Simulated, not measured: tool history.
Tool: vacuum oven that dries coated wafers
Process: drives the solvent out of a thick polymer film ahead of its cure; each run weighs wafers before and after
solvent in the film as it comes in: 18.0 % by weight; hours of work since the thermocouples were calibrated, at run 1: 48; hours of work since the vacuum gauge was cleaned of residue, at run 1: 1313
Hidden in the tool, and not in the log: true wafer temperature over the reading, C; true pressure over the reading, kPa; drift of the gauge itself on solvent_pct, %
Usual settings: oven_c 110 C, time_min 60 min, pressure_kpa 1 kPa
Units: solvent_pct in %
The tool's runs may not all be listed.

run,hour,oven_c,time_min,pressure_kpa,hours of work since the thermocouples were calibrated,hours of work since the vacuum gauge was cleaned of residue,solvent_pct
1,0,110,60,1,48,1313,1.337
2,35,110,60,1,75,1339,1.333
3,57.2,110,60,3.55,92,1356,2.751
4,88,110,60,1,115,1380,1.336
5,133.1,110,60,1,150,1415,1.346
6,155,110,60,1.15,167,1431,1.43
7,195.5,110,60,2.32,198,1462,2.059
8,225,110,60,2.32,220,1485,2.066
9,263.5,110,60,2.32,250,1514,2.049
10,299.3,110,60,1.36,277,1542,1.522
11,323.5,110,60,1,296,1560,1.319
12,362.9,110,60,1.32,326,1591,1.501
# hour 398.2: vacuum gauge cleaned of residue and calibrated
13,404.6,110,60,1.32,357,5,1.345
14,447.3,110,60,1.32,389,38,1.358
# hour 452.9: oven's thermocouples calibrated
15,494.1,110,60,1,32,72,1.172
16,539.6,110,60,1,66,107,1.164
17,561,110,60,1,83,123,1.159
18,586.2,110,60,1,102,142,1.159
# hour 623.6: oven's thermocouples calibrated, once more
19,631.9,110,60,1,6,176,1.237
20,651.6,112,60,1,21,191,1.046
21,671.9,112,60,1,37,206,1.051
22,713.7,110,34,0.86,69,239,2.948
23,757.8,96,61,1.68,103,272,3.899
24,777.7,111,40,1.77,118,288,2.586
25,799.5,101,70,1.77,135,304,2.505
26,818.9,105,53,1,150,319,2.189
27,863.6,105,53,1,184,353,2.173
28,894.7,105,53,1,208,377,2.188
29,917.6,105,53,1,225,395,2.177
30,962.6,105,53,1,260,429,2.174
31,981.1,98,80,2.26,274,443,3.014
32,1019.4,98,80,0.82,303,473,1.861
33,1039.7,106,54,1.2,319,488,2.07
34,1085,106,54,1.2,353,523,2.07
35,1125.1,120,42,1,384,554,0.964
36,1157.9,104,60,1.96,409,579,2.521
37,1182.4,124,54,1.25,428,598,0.566
38,1227.1,115,36,1.14,462,632,1.955
39,1246.6,108,87,0.54,477,647,0.571
40,1267.3,108,39,2.04,493,662,3.263
41,1306.5,108,39,2.04,523,693,3.249
42,1344.7,108,39,2.04,552,722,3.248

Hidden state at the last listed run before each entry between runs and at the first one after, where it differs:
Between runs 12 and 13: vacuum gauge cleaned of residue and calibrated (hour 398.2)
  true wafer temperature over the reading, C: 0.49 -> 0.54; true pressure over the reading, kPa: 0.237 -> -0.001
  measured less the result without the state, solvent_pct: +0.078 -> -0.057 %
Between runs 14 and 15: oven's thermocouples calibrated (hour 452.9)
  true wafer temperature over the reading, C: 0.6 -> 0.77; true pressure over the reading, kPa: 0.004 -> 0.008
  measured less the result without the state, solvent_pct: -0.061 -> -0.071 %
Between runs 18 and 19: oven's thermocouples calibrated, once more (hour 623.6)
  true wafer temperature over the reading, C: 0.89 -> 0.24; true pressure over the reading, kPa: 0.019 -> 0.024
  measured less the result without the state, solvent_pct: -0.077 -> -0.011 %
